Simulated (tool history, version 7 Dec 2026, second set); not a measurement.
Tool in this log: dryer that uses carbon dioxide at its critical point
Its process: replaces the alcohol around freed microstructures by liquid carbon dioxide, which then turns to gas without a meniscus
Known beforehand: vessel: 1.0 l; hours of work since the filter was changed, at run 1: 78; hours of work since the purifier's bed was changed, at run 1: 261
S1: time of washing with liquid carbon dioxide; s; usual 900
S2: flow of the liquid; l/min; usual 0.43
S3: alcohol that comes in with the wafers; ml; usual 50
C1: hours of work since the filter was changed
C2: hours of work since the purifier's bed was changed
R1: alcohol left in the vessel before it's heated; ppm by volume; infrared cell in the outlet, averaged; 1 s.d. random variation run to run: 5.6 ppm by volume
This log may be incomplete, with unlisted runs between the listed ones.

run	hour	S1	S2	S3	C1	C2	R1
1	0	900	0.43	50	78	261	234
2	7.6	900	0.43	25	84	267	151
3	18.1	900	0.43	37	91	274	195
4	25.2	900	0.43	24	97	280	146
5	35.6	900	0.43	24	104	287	146
6	40.7	900	0.553	50	108	291	96
7	48.1	900	0.553	50	113	296	93
8	54.2	900	0.553	50	118	301	111
9	61.4	900	0.43	24	123	306	153
10	70.5	900	0.43	50	130	313	258
11	79.5	900	0.43	50	136	319	257
12	89.7	900	0.43	50	143	327	253
13	97.9	900	0.43	50	149	333	260
14	104.9	900	0.43	50	155	338	261
15	113.6	900	0.43	50	161	344	258
16	121	900	0.43	50	166	349	259
17	127.8	900	0.43	50	171	354	256
18	138.1	900	0.43	50	179	362	268
19	144.3	720	0.43	50	183	366	641
20	152.1	900	0.43	50	189	372	271
21	161.9	900	0.43	50	196	379	266
22	169.6	900	0.43	50	202	385	272
23	179.9	900	0.43	50	209	392	277
24	189.7	1020	0.291	95	216	399	1324
25	194.4	1020	0.291	95	220	403	1339
26	200.7	1020	0.291	95	224	407	1308
27	209.4	1020	0.291	95	231	414	1323
28	215.6	840	0.657	93	235	418	126
29	224.1	540	0.43	50	241	424	1901
30	232.4	540	0.43	50	247	430	1854
31	240.6	540	0.43	50	253	436	1910
32	249.6	900	0.43	80	260	443	403
33	258.6	960	0.43	62	266	449	257
34	263.7	780	0.556	20	270	453	154
35	269.5	900	0.625	50	274	457	134
36	275.1	1260	0.43	84	278	461	138
37	280.2	1260	0.376	84	282	465	189
38	288.8	1140	0.491	90	288	471	137
39	295	780	0.268	50	293	476	2464
40	305.2	780	0.279	50	300	483	2149

Each run again, without the hidden state but with its own random variation kept:
Unlogged tool condition in this case: flow that reaches the vessel past the clogged filter, %; alcohol in the recycled carbon dioxide, ppm; drift of the gauge itself on alcohol_ppm, %.
run	R1
1	170
2	90
3	130
4	83
5	82
6	35
7	29
8	44
9	82
10	177
11	176
12	169
13	172
14	173
15	169
16	168
17	165
18	174
19	516
20	173
21	167
22	170
23	173
24	1120
25	1131
26	1101
27	1111
28	28
29	1659
30	1613
31	1658
32	268
33	139
34	49
35	30
36	32
37	75
38	35
39	2149
40	1852
